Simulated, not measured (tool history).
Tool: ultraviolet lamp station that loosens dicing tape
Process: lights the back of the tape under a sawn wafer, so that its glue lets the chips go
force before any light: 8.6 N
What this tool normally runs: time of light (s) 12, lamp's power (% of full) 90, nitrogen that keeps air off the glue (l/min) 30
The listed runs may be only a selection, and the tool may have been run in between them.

run   hour  time of light (s)  lamp's power (% of full)  nitrogen that keeps air off the glue (l/min)  force that peels the tape off (N)  light that reached the tape (mJ/cm2)
  1      0                 12                        90                                            30                               0.67                                   523
  2    5.3                  6                        90                                            30                              2.202                                   260
  3   10.4                  6                        90                                            30                              2.098                                   262
  4   17.8                  6                        90                                            30                              2.198                                   260
  5   23.4                 13                        90                                            30                              0.591                                   564
  6   30.6                 12                        90                                            30                              0.696                                   521
  7   41.2                 12                        90                                            30                              0.671                                   517
  8   49.1                 12                        90                                            30                              0.662                                   519
  9   57.1                 12                        90                                            30                              0.671                                   522
 10   62.2                 12                        90                                            30                              0.693                                   516
 11   71.6                 12                        90                                            30                              0.685                                   509
 12   81.6                 12                        90                                            30                              0.716                                   519
 13   90.5                 12                        90                                            30                               0.67                                   511
 14   96.8                 12                        90                                            30                              0.723                                   505
 15    104                 12                        73                                            30                                1.1                                   409
 16  109.5                 12                        73                                            30                              1.026                                   412
 17  118.4                 12                        72                                            30                              1.106                                   405
 18  122.8                 12                        72                                            30                              1.122                                   404
 19  130.4                 12                        72                                            30                              1.123                                   405
 20  137.8                 12                        72                                            30                              1.102                                   404
 21  143.4                 12                        76                                            31                              0.967                                   423
 22  148.7                  9                        71                                            10                              3.334                                   298
 23  153.1                 12                        90                                            55                              0.457                                   503
 24  158.6                 12                        90                                            55                              0.452                                   500
 25  165.3                 12                        87                                            30                              0.792                                   485
 26  175.1                 12                        71                                            27                              1.249                                   393
 27  184.3                 12                        95                                            13                               1.31                                   524
 28  192.6                 19                       100                                            10                              0.624                                   883
 29  202.8                  9                        96                                            30                              1.143                                   394
 30  208.5                 12                        83                                            30                              0.902                                   448
 31  214.2                  7                        66                                            30                              2.827                                   209
 32    219                 17                        66                                            29                              0.729                                   511
 33  229.3                 15                        64                                            29                              0.984                                   438
 34  238.7                 13                        64                                            58                              0.816                                   377
 35  246.8                 15                        94                                            26                              0.507                                   643
 36  256.7                 21                        70                                            24                              0.491                                   662
 37  266.6                 12                        90                                            21                              1.037                                   484
 38  273.4                 12                        90                                            21                              1.036                                   482
 39  282.8                 12                        90                                            21                              1.072                                   489
 40  288.3                 12                        90                                            21                              1.058                                   479

For some of the steps in force that peels the tape off (N) from one run to the next: how much would appear even if the tool had no hidden state, given the settings, what came in and random variation, and how much remains for the hidden state plus any gauge scatter that the measured result and the result without hidden state don't share?
Hidden state at play: lamp's light, % of a new lamp's; light that the window lets through, % of a clean one's; drift of the gauge itself on peel_n, %; drift of the gauge itself on dose_mj_cm2, %.
Run 21 -> 22: time of light (s) 12 -> 9, lamp's power (% of full) 76 -> 71, nitrogen that keeps air off the glue (l/min) 31 -> 10. force that peels the tape off (N) +2.367: hidden state +0.119, all else +2.248.
Run 22 -> 23: time of light (s) 9 -> 12, lamp's power (% of full) 71 -> 90, nitrogen that keeps air off the glue (l/min) 10 -> 55. force that peels the tape off (N) -2.877: hidden state -0.188, all else -2.689.
Run 30 -> 31: time of light (s) 12 -> 7, lamp's power (% of full) 83 -> 66. force that peels the tape off (N) +1.925: hidden state +0.142, all else +1.783.
Run 31 -> 32: time of light (s) 7 -> 17, nitrogen that keeps air off the glue (l/min) 30 -> 29. force that peels the tape off (N) -2.098: hidden state -0.166, all else -1.932.
